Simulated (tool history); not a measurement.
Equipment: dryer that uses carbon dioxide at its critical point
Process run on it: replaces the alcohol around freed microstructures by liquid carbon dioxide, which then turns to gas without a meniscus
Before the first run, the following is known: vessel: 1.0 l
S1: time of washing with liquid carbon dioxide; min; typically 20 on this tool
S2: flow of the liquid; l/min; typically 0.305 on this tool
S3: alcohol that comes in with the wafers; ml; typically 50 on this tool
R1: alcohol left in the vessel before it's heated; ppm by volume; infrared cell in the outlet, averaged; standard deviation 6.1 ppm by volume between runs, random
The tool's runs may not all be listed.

run 1 hour=0 | S1=20 S2=0.305 S3=50 | R1=442
run 2 hour=21.1 | S1=13 S2=0.305 S3=50 | R1=2367
run 3 hour=69.2 | S1=13 S2=0.305 S3=50 | R1=2451
run 4 hour=118.2 | S1=13 S2=0.305 S3=50 | R1=2544
run 5 hour=149.8 | S1=13 S2=0.305 S3=50 | R1=2686
run 6 hour=189.6 | S1=20 S2=0.305 S3=50 | R1=628
-- hour=204.6 inlet filter changed
run 7 hour=233.9 | S1=20 S2=0.304 S3=50 | R1=320
run 8 hour=284.3 | S1=20 S2=0.304 S3=50 | R1=350
run 9 hour=320.7 | S1=20 S2=0.304 S3=50 | R1=375
run 10 hour=342.4 | S1=20 S2=0.304 S3=50 | R1=389
run 11 hour=369.2 | S1=20 S2=0.305 S3=50 | R1=399
run 12 hour=419.6 | S1=20 S2=0.305 S3=36 | R1=351
run 13 hour=450.8 | S1=20 S2=0.305 S3=36 | R1=355
run 14 hour=492.6 | S1=20 S2=0.305 S3=50 | R1=465
run 15 hour=537.9 | S1=20 S2=0.431 S3=50 | R1=181
run 16 hour=588.2 | S1=20 S2=0.305 S3=50 | R1=550
run 17 hour=610.1 | S1=20 S2=0.305 S3=50 | R1=561
run 18 hour=634.5 | S1=20 S2=0.305 S3=50 | R1=581
run 19 hour=665.3 | S1=20 S2=0.281 S3=50 | R1=801
run 20 hour=701.8 | S1=22 S2=0.305 S3=50 | R1=474
run 21 hour=738.7 | S1=20 S2=0.305 S3=44 | R1=611
run 22 hour=760.6 | S1=20 S2=0.305 S3=44 | R1=627
run 23 hour=788.2 | S1=20 S2=0.5 S3=50 | R1=218
-- hour=829.4 inlet filter changed
run 24 hour=829.4 | S1=20 S2=0.5 S3=50 | R1=199
run 25 hour=881.6 | S1=20 S2=0.5 S3=50 | R1=214
run 26 hour=913 | S1=28 S2=0.197 S3=32 | R1=450
run 27 hour=939 | S1=21 S2=0.269 S3=39 | R1=518
run 28 hour=978 | S1=21 S2=0.269 S3=39 | R1=542
run 29 hour=1012.1 | S1=21 S2=0.269 S3=26 | R1=438
run 30 hour=1062.7 | S1=15 S2=0.315 S3=50 | R1=1209
run 31 hour=1104.6 | S1=15 S2=0.315 S3=50 | R1=1311
run 32 hour=1145 | S1=23 S2=0.345 S3=29 | R1=308
run 33 hour=1169.9 | S1=15 S2=0.305 S3=50 | R1=1561
run 34 hour=1219.5 | S1=26 S2=0.212 S3=58 | R1=935
run 35 hour=1257 | S1=20 S2=0.269 S3=42 | R1=876
run 36 hour=1295.9 | S1=20 S2=0.269 S3=42 | R1=940
run 37 hour=1322.1 | S1=30 S2=0.267 S3=87 | R1=459
-- hour=1345.1 purifier's bed changed
run 38 hour=1353.7 | S1=31 S2=0.474 S3=50 | R1=2
run 39 hour=1394.4 | S1=14 S2=0.185 S3=50 | R1=6827
run 40 hour=1436.2 | S1=14 S2=0.185 S3=50 | R1=7127
-- hour=1457.5 inlet filter changed
run 41 hour=1478.6 | S1=24 S2=0.391 S3=20 | R1=36
run 42 hour=1517.2 | S1=21 S2=0.403 S3=90 | R1=100
run 43 hour=1557.1 | S1=21 S2=0.403 S3=90 | R1=116
run 44 hour=1608.6 | S1=18 S2=0.475 S3=45 | R1=88
run 45 hour=1645.4 | S1=16 S2=0.305 S3=34 | R1=621
run 46 hour=1673 | S1=16 S2=0.305 S3=34 | R1=659

Predict each of these 3 candidate next runs independently; none follows another, all start after run 46:
run A hour=1702.6 | S1=16 S2=0.305 S3=43 | R1=?
run B hour=1702.6 | S1=15 S2=0.256 S3=34 | R1=?
run C hour=1702.6 | S1=16 S2=0.518 S3=98 | R1=?

run=A R1=824
run=B R1=1474
run=C R1=191
With no hidden state in the tool, these same runs would have given:
run=A R1=566
run=B R1=1116
run=C R1=78

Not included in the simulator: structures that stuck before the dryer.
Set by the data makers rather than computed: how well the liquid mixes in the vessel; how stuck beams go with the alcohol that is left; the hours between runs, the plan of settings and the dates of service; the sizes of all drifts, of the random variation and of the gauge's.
